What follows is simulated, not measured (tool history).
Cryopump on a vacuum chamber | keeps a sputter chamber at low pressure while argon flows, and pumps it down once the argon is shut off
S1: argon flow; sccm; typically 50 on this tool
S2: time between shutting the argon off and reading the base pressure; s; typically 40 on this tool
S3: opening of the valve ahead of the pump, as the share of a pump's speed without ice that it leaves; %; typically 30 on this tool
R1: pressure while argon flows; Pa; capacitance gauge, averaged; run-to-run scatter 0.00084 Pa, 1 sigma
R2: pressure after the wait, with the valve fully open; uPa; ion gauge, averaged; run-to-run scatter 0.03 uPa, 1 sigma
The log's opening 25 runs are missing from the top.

{"run": 26, "hour": 508.7, "S1": 91, "S2": 69, "S3": 54, "R1": 0.1843, "R2": 1.71}
{"run": 27, "hour": 523.6, "S1": 91, "S2": 69, "S3": 19, "R1": 0.5048, "R2": 1.71}
{"run": 28, "hour": 542.4, "S1": 20, "S2": 253, "S3": 43, "R1": 0.0501, "R2": 1.16}
{"run": 29, "hour": 562.3, "S1": 96, "S2": 23, "S3": 54, "R1": 0.1962, "R2": 3.24}
{"run": 30, "hour": 584.8, "S1": 52, "S2": 23, "S3": 43, "R1": 0.132, "R2": 3.22}
{"run": 31, "hour": 599.8, "S1": 38, "S2": 110, "S3": 36, "R1": 0.1144, "R2": 1.46}
{"run": 32, "hour": 627.2, "S1": 38, "S2": 110, "S3": 36, "R1": 0.1147, "R2": 1.49}
{"run": 33, "hour": 653.8, "S1": 51, "S2": 37, "S3": 43, "R1": 0.1287, "R2": 2.34}
{"run": 34, "hour": 670.0, "S1": 74, "S2": 61, "S3": 16, "R1": 0.4844, "R2": 1.93}
{"run": 35, "hour": 698.3, "S1": 38, "S2": 78, "S3": 30, "R1": 0.1351, "R2": 1.72}

Here are 3 independent what-if runs from the current tool condition. What would each one return?
{"run": "A", "hour": 712.3, "S1": 38, "S2": 104, "S3": 25, "R1": "?", "R2": "?"}
{"run": "B", "hour": 712.3, "S1": 28, "S2": 248, "S3": 28, "R1": "?", "R2": "?"}
{"run": "C", "hour": 712.3, "S1": 50, "S2": 40, "S3": 17, "R1": "?", "R2": "?"}

run=A R1=0.1624 R2=1.52
run=B R1=0.106 R2=1.2
run=C R1=0.3092 R2=2.28
Without the tool's unlogged condition, the same runs would have read:
run=A R1=0.1557 R2=0.71
run=B R1=0.101 R2=0.38
run=C R1=0.3004 R2=1.47

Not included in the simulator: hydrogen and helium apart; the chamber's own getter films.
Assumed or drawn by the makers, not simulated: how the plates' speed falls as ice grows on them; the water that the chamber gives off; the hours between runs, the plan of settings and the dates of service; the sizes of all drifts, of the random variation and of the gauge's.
